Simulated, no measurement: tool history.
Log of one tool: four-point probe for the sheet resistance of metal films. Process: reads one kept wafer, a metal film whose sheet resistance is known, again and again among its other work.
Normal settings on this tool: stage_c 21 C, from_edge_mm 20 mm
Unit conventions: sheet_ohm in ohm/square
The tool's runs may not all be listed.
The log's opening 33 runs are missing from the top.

{"run": 34, "day": 25.638, "stage_c": 33, "from_edge_mm": 7, "sheet_ohm": 0.580173}
{"run": 35, "day": 26.617, "stage_c": 24, "from_edge_mm": 38, "sheet_ohm": 0.565191}
{"run": 36, "day": 27.121, "stage_c": 19, "from_edge_mm": 4, "sheet_ohm": 0.590354}
{"run": 37, "day": 28.075, "stage_c": 19, "from_edge_mm": 4, "sheet_ohm": 0.590386}
{"run": 38, "day": 28.971, "stage_c": 23, "from_edge_mm": 3, "sheet_ohm": 0.613229}
{"run": 39, "day": 29.942, "stage_c": 23, "from_edge_mm": 3, "sheet_ohm": 0.613374}
{"run": 40, "day": 30.858, "stage_c": 23, "from_edge_mm": 3, "sheet_ohm": 0.613065}
{"run": 41, "day": 31.3, "stage_c": 21, "from_edge_mm": 20, "sheet_ohm": 0.564017}
{"run": 42, "day": 32.075, "stage_c": 26, "from_edge_mm": 5, "sheet_ohm": 0.584982}
{"run": 43, "day": 32.917, "stage_c": 26, "from_edge_mm": 5, "sheet_ohm": 0.58481}
{"run": 44, "day": 33.942, "stage_c": 26, "from_edge_mm": 5, "sheet_ohm": 0.584934}
{"run": 45, "day": 34.483, "stage_c": 24, "from_edge_mm": 4, "sheet_ohm": 0.593645}

Each row is a separate what-if for the run after 45, all from the same tool condition, not one after another. Results?
{"run": "A", "day": 35.496, "stage_c": 30, "from_edge_mm": 14, "sheet_ohm": "?"}
{"run": "B", "day": 35.496, "stage_c": 29, "from_edge_mm": 54, "sheet_ohm": "?"}
{"run": "C", "day": 35.496, "stage_c": 24, "from_edge_mm": 7, "sheet_ohm": "?"}
{"run": "D", "day": 35.496, "stage_c": 19, "from_edge_mm": 66, "sheet_ohm": "?"}

run=A sheet_ohm=0.570865
run=B sheet_ohm=0.567910
run=C sheet_ohm=0.574555
run=D sheet_ohm=0.561737
What these runs would have given with no unlogged condition in the tool:
run=A sheet_ohm=0.570897
run=B sheet_ohm=0.567943
run=C sheet_ohm=0.574588
run=D sheet_ohm=0.561769
